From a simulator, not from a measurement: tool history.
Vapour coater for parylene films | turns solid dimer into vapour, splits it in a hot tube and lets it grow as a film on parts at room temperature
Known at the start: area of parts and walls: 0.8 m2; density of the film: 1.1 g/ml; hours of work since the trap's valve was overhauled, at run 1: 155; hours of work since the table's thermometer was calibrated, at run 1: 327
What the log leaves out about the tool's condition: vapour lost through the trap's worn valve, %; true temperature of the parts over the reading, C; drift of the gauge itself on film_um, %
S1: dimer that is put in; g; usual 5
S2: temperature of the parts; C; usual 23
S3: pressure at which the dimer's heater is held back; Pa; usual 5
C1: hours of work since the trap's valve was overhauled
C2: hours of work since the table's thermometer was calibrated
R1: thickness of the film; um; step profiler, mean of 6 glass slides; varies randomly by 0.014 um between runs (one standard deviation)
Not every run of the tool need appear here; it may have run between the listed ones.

run,hour,S1,S2,S3,C1,C2,R1
1,0,5,23,5,155,327,3.03
2,17.3,5,23,5,164,336,3.07
3,43.9,5,23,5,178,349,3.04
4,74.9,5,23,5,194,365,3.02
5,91,5,23,5,202,374,3.06
6,113,6,23,5,214,385,3.67
7,142.7,5,19,5,229,401,3.61
8,158.6,5,19,5,238,409,3.58
9,183.3,5,23,5,250,422,3.02
10,215,5,23,5,267,438,3.02
11,228.9,5,23,5,274,445,3.02
# hour 246.4: trap's valve overhauled
12,249.4,5,23,5,2,454,2.92
13,271.2,5,23,5,13,465,2.94
14,289.6,5,23,5,22,475,2.92
15,303.4,5,23,3.52,30,482,3.05
# hour 330.1: trap's valve overhauled, once more
16,330.1,5,23,3.52,0,494,3.31
17,344.2,5,23,3.52,7,501,3.3
18,371.8,5,33,5,22,516,2.04
19,389.4,5,33,5,31,525,2.04
20,418.2,5,33,5,46,540,2.01
21,435.1,3,23,5,55,548,1.88
22,463.8,3,23,5,69,563,1.88
23,480.2,4,23,5,78,572,2.48
24,510.4,4,23,5,94,588,2.48
25,533.8,4,23,5,106,600,2.49
26,564.1,4,23,5,122,615,2.47
27,578.5,2,23,10.4,129,623,1.12
28,612,8,23,2.23,146,640,5.47
29,641.1,8,23,2.23,162,655,5.48
30,673.4,4,22,5,178,672,2.56
31,700.8,3,22,10.93,193,687,1.74
32,716,3,22,10.03,201,694,1.76
33,749,7,19,5,218,712,5.09
34,768.2,7,18,3.17,228,722,5.61
35,800.2,7,18,3.06,244,738,5.62
36,822.8,7,18,3.06,256,750,5.65
37,844.6,7,21,4.47,267,761,4.69
38,868.4,7,21,4.47,280,774,4.66
# hour 876.1: trap's valve overhauled
39,887.3,7,21,4.47,6,781,4.9
40,908.2,9,18,4.47,17,792,7.16
41,928.9,5,34,6.29,27,803,1.89
42,944.3,4,17,6.29,35,811,3.15
43,974.6,2,18,2.83,51,827,1.7
44,991,2,18,2.83,60,835,1.68
45,1019.6,3,18,2.83,75,850,2.52
46,1037.4,6,16,2.14,84,859,5.7
47,1061.7,6,16,2.14,96,872,5.7

4 ways to go on from here, each from the tool as it stands after run 47. What would each give?
A,1090.7,5,18,2.49,112,887,?
B,1090.7,5,19,4.34,112,887,?
C,1090.7,3,32,11.46,112,887,?
D,1090.7,2,32,5,112,887,?

run,R1
A,4.21
B,3.78
C,1.12
D,0.84
With the hidden condition removed and each run's random variation left untouched, the same runs would have given:
run,R1
A,4.23
B,3.8
C,1.13
D,0.85
